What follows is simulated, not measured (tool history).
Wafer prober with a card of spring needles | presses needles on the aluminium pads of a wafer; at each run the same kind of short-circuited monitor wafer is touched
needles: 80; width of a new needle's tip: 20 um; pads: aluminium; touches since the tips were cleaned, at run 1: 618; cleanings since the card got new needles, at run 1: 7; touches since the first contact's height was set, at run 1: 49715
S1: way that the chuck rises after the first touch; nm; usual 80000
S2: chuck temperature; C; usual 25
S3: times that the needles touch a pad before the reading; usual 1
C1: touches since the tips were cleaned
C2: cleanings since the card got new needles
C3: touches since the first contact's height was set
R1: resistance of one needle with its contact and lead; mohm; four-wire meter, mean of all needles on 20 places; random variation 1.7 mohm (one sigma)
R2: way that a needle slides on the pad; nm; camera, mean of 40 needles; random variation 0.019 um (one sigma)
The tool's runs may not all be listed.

run    day     S1   S2  S3    C1  C2      C3   R1     R2
  1      0  80000   25   1   618   7   49715  189  11050
  2  0.375  80000   25   1  3322   7   52419  218  11070
  3  0.667  80000   25   3  5394   7   54491  196  11060
     0.821  -- tips cleaned on abrasive film
  4  0.933  80000   50   3   805   8   56372  179  11060
  5   1.15  80000   50   3  2369   8   57936  187  11090
  6  1.546  80000   60   3  5215   8   60782  202  11030
      1.75  -- tips cleaned on abrasive film
  7  1.883  80000  100   1   946   9   63161  204  11080
  8  2.312  80000  100   1  4035   9   66250  239  11020
      2.65  -- tips cleaned on abrasive film
  9   2.65  80000   69   1     0  10   68641  191  11030
 10  3.017  80000   69   1  2629  10   71270  215  11010
 11  3.258  80000   69   1  4374  10   73015  235  11020
     3.554  -- tips cleaned on abrasive film
 12  3.604  80000   69   1   356  11   75455  189  11050
 13  3.896  80000   69   1  2448  11   77547  218  11020
 14  4.171  80000  115   1  4428  11   79527  242  10990
     4.458  -- tips cleaned on abrasive film
 15    4.6  63000   46   2   995  12   82558  203   8650
 16  4.833  80000   30   1  2670  12   84233  218  10990
 17  5.229  80000   30   1  5528  12   87091  241  11020
     5.362  -- tips cleaned on abrasive film
 18  5.629  79000   25   2  1930  13   89937  188  10860
 19  5.883  80000   37   2  3753  13   91760  199  11010
 20  6.117  64000   50   1  5431  13   93438  277   8760
     6.275  -- tips cleaned on abrasive film
 21    6.5  64000   50   1  1624  14   96147  226   8770
 22  6.712  68000   73   1  3161  14   97684  249   9330
 23      7  68000   73   1  5209  14   99732  270   9320
     7.192  -- tips cleaned on abrasive film
 24  7.254  80000   81   1   457  15  101533  193  10980
 25  7.471  80000   47   1  2011  15  103087  210  10970

Measured less the same run without the tool's hidden state. The same run-to-run variation is in both; the gauge's scatter may not be:
The hidden state here: debris on the tips, nm; way that the needles fall short of the set height, um; tips' diameter, um; drift of the gauge itself on contact_mohm, %; drift of the gauge itself on scrub_um, %.
run   R1    R2
  1  +18   -80
  2  +50   -80
  3  +25   -70
  4   +6   -80
  5  +13   -80
  6  +23   -90
  7  +20  -100
  8  +51  -100
  9   +7  -100
 10  +39  -110
 11  +54  -110
 12  +10  -120
 13  +39  -120
 14  +53  -120
 15  +21  -130
 16  +46  -130
 17  +69  -130
 18  +19  -140
 19  +30  -130
 20  +97  -140
 21  +45  -150
 22  +63  -140
 23  +84  -150
 24  +11  -160
 25  +33  -160
